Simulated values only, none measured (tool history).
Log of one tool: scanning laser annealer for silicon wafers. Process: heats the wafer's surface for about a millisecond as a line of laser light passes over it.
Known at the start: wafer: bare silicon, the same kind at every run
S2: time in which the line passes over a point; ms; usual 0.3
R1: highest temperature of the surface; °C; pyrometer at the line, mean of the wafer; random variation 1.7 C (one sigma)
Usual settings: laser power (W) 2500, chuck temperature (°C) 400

run 1 hour=0 | laser_power_(W)=2500 S2=0.3 chuck_temperature_(°C)=400 | R1=1224
run 2 hour=33.5 | laser_power_(W)=2500 S2=0.3 chuck_temperature_(°C)=400 | R1=1222
run 3 hour=59.6 | laser_power_(W)=2500 S2=0.314 chuck_temperature_(°C)=400 | R1=1245
run 4 hour=76.9 | laser_power_(W)=2500 S2=0.314 chuck_temperature_(°C)=400 | R1=1242
run 5 hour=106.4 | laser_power_(W)=2500 S2=0.3 chuck_temperature_(°C)=400 | R1=1221
run 6 hour=134.8 | laser_power_(W)=2716 S2=0.3 chuck_temperature_(°C)=400 | R1=1318
run 7 hour=156.5 | laser_power_(W)=2226 S2=0.3 chuck_temperature_(°C)=436 | R1=1137
run 8 hour=180.4 | laser_power_(W)=2464 S2=0.3 chuck_temperature_(°C)=404 | R1=1207
run 9 hour=210 | laser_power_(W)=2500 S2=0.243 chuck_temperature_(°C)=400 | R1=1125
run 10 hour=226.7 | laser_power_(W)=2728 S2=0.234 chuck_temperature_(°C)=394 | R1=1192
run 11 hour=249.2 | laser_power_(W)=2383 S2=0.308 chuck_temperature_(°C)=420 | R1=1196
run 12 hour=267.4 | laser_power_(W)=2500 S2=0.357 chuck_temperature_(°C)=372 | R1=1269

The same runs without the tool's hidden state, with the same run-to-run variation:
The hidden state here: light that passes the window, % of a clean one's; laser's true power over the reading, %; width of the line over the set one, %; drift of the gauge itself on peak_c, C.
run=1 R1=1245
run=2 R1=1243
run=3 R1=1268
run=4 R1=1266
run=5 R1=1244
run=6 R1=1345
run=7 R1=1158
run=8 R1=1233
run=9 R1=1149
run=10 R1=1219
run=11 R1=1222
run=12 R1=1300
